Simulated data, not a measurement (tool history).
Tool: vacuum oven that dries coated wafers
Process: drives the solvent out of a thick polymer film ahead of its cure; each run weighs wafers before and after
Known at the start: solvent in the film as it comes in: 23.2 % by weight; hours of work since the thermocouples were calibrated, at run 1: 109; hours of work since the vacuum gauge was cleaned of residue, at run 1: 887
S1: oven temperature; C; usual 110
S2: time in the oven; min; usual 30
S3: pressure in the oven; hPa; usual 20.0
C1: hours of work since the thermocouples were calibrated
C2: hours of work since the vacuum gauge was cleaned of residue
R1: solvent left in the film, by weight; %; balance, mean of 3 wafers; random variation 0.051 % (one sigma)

{"run": 1, "hour": 0.0, "S1": 110, "S2": 30, "S3": 20.0, "C1": 109, "C2": 887, "R1": 5.55}
{"run": 2, "hour": 41.3, "S1": 110, "S2": 30, "S3": 20.0, "C1": 128, "C2": 906, "R1": 5.63}
{"run": 3, "hour": 98.8, "S1": 110, "S2": 30, "S3": 20.0, "C1": 155, "C2": 932, "R1": 5.68}
{"run": 4, "hour": 152.3, "S1": 110, "S2": 48, "S3": 20.0, "C1": 179, "C2": 957, "R1": 2.96}
{"run": 5, "hour": 232.4, "S1": 110, "S2": 48, "S3": 20.0, "C1": 216, "C2": 994, "R1": 2.95}
{"run": 6, "hour": 277.0, "S1": 110, "S2": 48, "S3": 20.0, "C1": 237, "C2": 1014, "R1": 2.99}
{"run": 7, "hour": 363.6, "S1": 107, "S2": 30, "S3": 20.0, "C1": 276, "C2": 1054, "R1": 6.7}
{"run": 8, "hour": 428.8, "S1": 110, "S2": 30, "S3": 20.0, "C1": 306, "C2": 1084, "R1": 5.73}
{"run": 9, "hour": 515.1, "S1": 110, "S2": 30, "S3": 20.0, "C1": 346, "C2": 1124, "R1": 5.78}
{"run": 10, "hour": 568.7, "S1": 110, "S2": 30, "S3": 20.0, "C1": 371, "C2": 1148, "R1": 5.8}
{"run": 11, "hour": 649.8, "S1": 110, "S2": 30, "S3": 20.0, "C1": 408, "C2": 1186, "R1": 5.91}
{"run": 12, "hour": 725.2, "S1": 110, "S2": 30, "S3": 20.0, "C1": 443, "C2": 1220, "R1": 5.8}
{"run": 13, "hour": 773.4, "S1": 110, "S2": 30, "S3": 20.0, "C1": 465, "C2": 1243, "R1": 5.87}
{"run": 14, "hour": 821.0, "S1": 110, "S2": 30, "S3": 20.0, "C1": 487, "C2": 1265, "R1": 5.85}
{"run": 15, "hour": 911.9, "S1": 110, "S2": 30, "S3": 20.0, "C1": 529, "C2": 1306, "R1": 5.93}
{"run": 16, "hour": 965.1, "S1": 110, "S2": 30, "S3": 26.8, "C1": 553, "C2": 1331, "R1": 6.04}
{"run": 17, "hour": 1031.4, "S1": 117, "S2": 30, "S3": 26.8, "C1": 584, "C2": 1361, "R1": 3.99}
{"run": 18, "hour": 1107.0, "S1": 110, "S2": 15, "S3": 20.0, "C1": 619, "C2": 1396, "R1": 10.65}
{"run": 19, "hour": 1146.6, "S1": 110, "S2": 15, "S3": 20.0, "C1": 637, "C2": 1414, "R1": 10.47}
{"run": 20, "hour": 1196.5, "S1": 110, "S2": 15, "S3": 20.0, "C1": 660, "C2": 1437, "R1": 10.62}
{"run": 21, "hour": 1256.1, "S1": 110, "S2": 30, "S3": 14.7, "C1": 687, "C2": 1465, "R1": 5.89}
{"run": 22, "hour": 1300.0, "S1": 110, "S2": 30, "S3": 14.7, "C1": 707, "C2": 1485, "R1": 5.96}
{"run": 23, "hour": 1381.4, "S1": 110, "S2": 30, "S3": 20.0, "C1": 745, "C2": 1522, "R1": 6.07}
{"run": 24, "hour": 1423.1, "S1": 110, "S2": 30, "S3": 21.7, "C1": 764, "C2": 1542, "R1": 6.13}
{"run": 25, "hour": 1491.5, "S1": 106, "S2": 30, "S3": 37.2, "C1": 796, "C2": 1573, "R1": 7.97}
{"hour": 1560.3, "done": "oven's thermocouples calibrated"}
{"run": 26, "hour": 1567.6, "S1": 106, "S2": 30, "S3": 37.2, "C1": 3, "C2": 1607, "R1": 7.28}
{"run": 27, "hour": 1619.8, "S1": 108, "S2": 30, "S3": 17.2, "C1": 27, "C2": 1631, "R1": 6.11}

Run 28 comes next. What will it give?
{"run": 28, "hour": 1664.1, "S1": 98, "S2": 30, "S3": 20.0, "C1": 48, "C2": 1652, "R1": "?"}

{"run 28": {"R1": 9.7}}
Without the tool's hidden state the same run would have given R1 9.63 %.
